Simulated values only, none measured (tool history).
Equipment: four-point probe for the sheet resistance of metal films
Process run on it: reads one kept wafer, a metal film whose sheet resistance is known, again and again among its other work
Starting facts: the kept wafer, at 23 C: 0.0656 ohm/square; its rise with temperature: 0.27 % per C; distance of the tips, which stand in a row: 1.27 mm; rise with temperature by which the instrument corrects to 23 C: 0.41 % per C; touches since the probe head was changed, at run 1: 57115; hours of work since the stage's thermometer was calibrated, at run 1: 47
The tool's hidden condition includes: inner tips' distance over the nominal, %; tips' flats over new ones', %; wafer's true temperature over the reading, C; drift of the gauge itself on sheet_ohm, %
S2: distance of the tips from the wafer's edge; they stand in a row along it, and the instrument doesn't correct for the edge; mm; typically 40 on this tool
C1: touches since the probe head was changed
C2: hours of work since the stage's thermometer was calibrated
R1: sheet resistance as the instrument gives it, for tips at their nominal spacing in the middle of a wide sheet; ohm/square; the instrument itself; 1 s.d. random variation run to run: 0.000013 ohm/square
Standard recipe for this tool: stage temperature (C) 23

{"run": 1, "hour": 0.0, "stage temperature (C)": 23, "S2": 40, "C1": 57115, "C2": 47, "R1": 0.064725}
{"run": 2, "hour": 23.2, "stage temperature (C)": 23, "S2": 40, "C1": 57709, "C2": 59, "R1": 0.064708}
{"run": 3, "hour": 44.1, "stage temperature (C)": 23, "S2": 40, "C1": 58244, "C2": 70, "R1": 0.06469}
{"run": 4, "hour": 68.0, "stage temperature (C)": 26, "S2": 40, "C1": 58855, "C2": 82, "R1": 0.064451}
{"run": 5, "hour": 85.5, "stage temperature (C)": 23, "S2": 9, "C1": 59303, "C2": 91, "R1": 0.065329}
{"run": 6, "hour": 107.4, "stage temperature (C)": 23, "S2": 40, "C1": 59865, "C2": 103, "R1": 0.064674}
{"run": 7, "hour": 125.5, "stage temperature (C)": 23, "S2": 8, "C1": 60327, "C2": 112, "R1": 0.065491}
{"run": 8, "hour": 143.6, "stage temperature (C)": 23, "S2": 8, "C1": 60791, "C2": 121, "R1": 0.065478}
{"run": 9, "hour": 158.9, "stage temperature (C)": 23, "S2": 66, "C1": 61181, "C2": 129, "R1": 0.064653}
{"run": 10, "hour": 175.8, "stage temperature (C)": 23, "S2": 66, "C1": 61615, "C2": 138, "R1": 0.064635}
{"run": 11, "hour": 187.0, "stage temperature (C)": 23, "S2": 66, "C1": 61902, "C2": 144, "R1": 0.064626}
{"hour": 198.3, "done": "new probe head fitted"}
{"run": 12, "hour": 212.7, "stage temperature (C)": 23, "S2": 66, "C1": 369, "C2": 157, "R1": 0.065743}
{"run": 13, "hour": 234.7, "stage temperature (C)": 23, "S2": 66, "C1": 931, "C2": 168, "R1": 0.065721}
{"run": 14, "hour": 260.1, "stage temperature (C)": 23, "S2": 66, "C1": 1581, "C2": 181, "R1": 0.065732}
{"run": 15, "hour": 280.1, "stage temperature (C)": 23, "S2": 6, "C1": 2094, "C2": 192, "R1": 0.067228}
{"run": 16, "hour": 300.6, "stage temperature (C)": 23, "S2": 36, "C1": 2618, "C2": 202, "R1": 0.065717}
{"run": 17, "hour": 318.3, "stage temperature (C)": 23, "S2": 4, "C1": 3070, "C2": 211, "R1": 0.069053}
{"run": 18, "hour": 336.8, "stage temperature (C)": 22, "S2": 15, "C1": 3544, "C2": 221, "R1": 0.066008}
{"run": 19, "hour": 348.4, "stage temperature (C)": 22, "S2": 12, "C1": 3841, "C2": 227, "R1": 0.066132}
{"run": 20, "hour": 365.2, "stage temperature (C)": 22, "S2": 15, "C1": 4270, "C2": 236, "R1": 0.065975}
{"hour": 368.0, "done": "stage's thermometer calibrated"}
{"run": 21, "hour": 380.1, "stage temperature (C)": 22, "S2": 5, "C1": 4639, "C2": 6, "R1": 0.067964}
{"run": 22, "hour": 391.8, "stage temperature (C)": 35, "S2": 51, "C1": 4940, "C2": 12, "R1": 0.064685}
{"run": 23, "hour": 404.5, "stage temperature (C)": 19, "S2": 40, "C1": 5263, "C2": 19, "R1": 0.066045}
{"run": 24, "hour": 426.6, "stage temperature (C)": 29, "S2": 23, "C1": 5830, "C2": 30, "R1": 0.065237}
{"run": 25, "hour": 451.0, "stage temperature (C)": 25, "S2": 72, "C1": 6453, "C2": 43, "R1": 0.065477}
{"run": 26, "hour": 464.1, "stage temperature (C)": 24, "S2": 20, "C1": 6789, "C2": 50, "R1": 0.065704}
{"hour": 477.7, "done": "stage's thermometer calibrated, once more"}
{"run": 27, "hour": 485.6, "stage temperature (C)": 24, "S2": 20, "C1": 7325, "C2": 4, "R1": 0.065655}
{"run": 28, "hour": 511.1, "stage temperature (C)": 22, "S2": 4, "C1": 7979, "C2": 17, "R1": 0.069056}
{"run": 29, "hour": 528.1, "stage temperature (C)": 22, "S2": 43, "C1": 8414, "C2": 26, "R1": 0.065706}
{"run": 30, "hour": 545.7, "stage temperature (C)": 22, "S2": 43, "C1": 8863, "C2": 35, "R1": 0.065678}
{"run": 31, "hour": 558.9, "stage temperature (C)": 23, "S2": 7, "C1": 9203, "C2": 42, "R1": 0.066706}
{"run": 32, "hour": 577.7, "stage temperature (C)": 19, "S2": 32, "C1": 9684, "C2": 52, "R1": 0.065974}

Consider 5 possible next runs. They are alternatives, not a sequence: every one starts from the tool as it was left by run 32. What does each give?
{"run": "A", "hour": 594.9, "stage temperature (C)": 25, "S2": 21, "C1": 10123, "C2": 61, "R1": "?"}
{"run": "B", "hour": 594.9, "stage temperature (C)": 19, "S2": 75, "C1": 10123, "C2": 61, "R1": "?"}
{"run": "C", "hour": 594.9, "stage temperature (C)": 29, "S2": 50, "C1": 10123, "C2": 61, "R1": "?"}
{"run": "D", "hour": 594.9, "stage temperature (C)": 18, "S2": 17, "C1": 10123, "C2": 61, "R1": "?"}
{"run": "E", "hour": 594.9, "stage temperature (C)": 28, "S2": 60, "C1": 10123, "C2": 61, "R1": "?"}

run=A R1=0.065524
run=B R1=0.065933
run=C R1=0.065106
run=D R1=0.066219
run=E R1=0.065162
Stripped of hidden state, with their random variation kept, the same runs would have yielded:
run=A R1=0.065554
run=B R1=0.065962
run=C R1=0.065135
run=D R1=0.066248
run=E R1=0.065191

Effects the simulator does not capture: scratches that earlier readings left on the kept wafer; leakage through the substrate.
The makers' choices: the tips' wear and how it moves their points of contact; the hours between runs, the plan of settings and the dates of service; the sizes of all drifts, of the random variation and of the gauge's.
